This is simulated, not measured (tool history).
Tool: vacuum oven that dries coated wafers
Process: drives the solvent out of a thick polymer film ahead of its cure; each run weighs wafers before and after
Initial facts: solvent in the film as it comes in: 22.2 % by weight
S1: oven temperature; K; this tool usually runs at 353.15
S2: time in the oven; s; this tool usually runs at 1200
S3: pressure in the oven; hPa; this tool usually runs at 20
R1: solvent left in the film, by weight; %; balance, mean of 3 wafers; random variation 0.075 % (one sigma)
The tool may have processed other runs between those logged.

Run 1, hour 0: usual settings. Result: R1 5.58 %.
Run 2, hour 78.2: usual settings but S1 344.15 K. Result: R1 8.66 %.
Run 3, hour 126.6: usual settings but S1 344.15 K. Result: R1 8.68 %.
Run 4, hour 165.9: usual settings but S1 344.15 K. Result: R1 8.81 %.
At hour 197.4: oven's thermocouples calibrated.
Run 5, hour 208.7: usual settings but S1 344.15 K. Result: R1 8.81 %.
Run 6, hour 279.4: usual settings but S2 1020 s. Result: R1 6.29 %.
Run 7, hour 331.9: usual settings. Result: R1 5.55 %.
Run 8, hour 370: usual settings. Result: R1 5.61 %.
Run 9, hour 409.5: usual settings. Result: R1 5.48 %.
Run 10, hour 487.3: usual settings. Result: R1 5.56 %.
Run 11, hour 530.6: usual settings. Result: R1 5.58 %.
Run 12, hour 568.8: usual settings. Result: R1 5.5 %.
Run 13, hour 641.2: usual settings but S2 2100 s. Result: R1 4.04 %.
Run 14, hour 680.6: usual settings but S2 2100 s. Result: R1 4.04 %.
Run 15, hour 762.2: usual settings but S1 363.15 K, S2 1140 s, S3 29.9 hPa. Result: R1 4.47 %.
Run 16, hour 814.5: usual settings but S1 341.15 K, S2 1800 s, S3 15.5 hPa. Result: R1 7.03 %.
Run 17, hour 867.1: usual settings but S1 341.15 K, S2 1800 s, S3 15.5 hPa. Result: R1 7.08 %.
Run 18, hour 920: usual settings but S1 341.15 K, S2 1800 s, S3 15.5 hPa. Result: R1 6.95 %.
Run 19, hour 964.3: usual settings but S1 341.15 K, S2 1620 s, S3 39.2 hPa. Result: R1 13.25 %.
Run 20, hour 1027.8: usual settings but S1 341.15 K, S2 1620 s, S3 39.2 hPa. Result: R1 13.26 %.
Run 21, hour 1066.2: usual settings but S1 366.15 K, S2 1260 s, S3 39.8 hPa. Result: R1 4.66 %.
Run 22, hour 1108.1: usual settings but S1 338.15 K, S2 840 s, S3 11.9 hPa. Result: R1 11.33 %.
Run 23, hour 1191.8: usual settings but S1 338.15 K, S2 840 s, S3 11.9 hPa. Result: R1 11.11 %.
At hour 1206.5: oven's thermocouples calibrated.
Run 24, hour 1268.6: usual settings but S1 338.15 K, S2 840 s, S3 11.9 hPa. Result: R1 11.2 %.

3 ways to go on from here, each from the tool as it stands after run 24. What would each give?
Run A, hour 1325.9: usual settings but S2 1080 s. Result: R1 ?.
Run B, hour 1325.9: usual settings but S1 347.15 K, S2 780 s, S3 23.7 hPa. Result: R1 ?.
Run C, hour 1325.9: usual settings but S2 1680 s, S3 16.1 hPa. Result: R1 ?.

run     R1
  A   6.09
  B  10.36
  C   3.92
The same runs, with their run-to-run variation unchanged, on a tool lacking any hidden condition would have given:
run     R1
  A   6.07
  B  10.33
  C   3.88
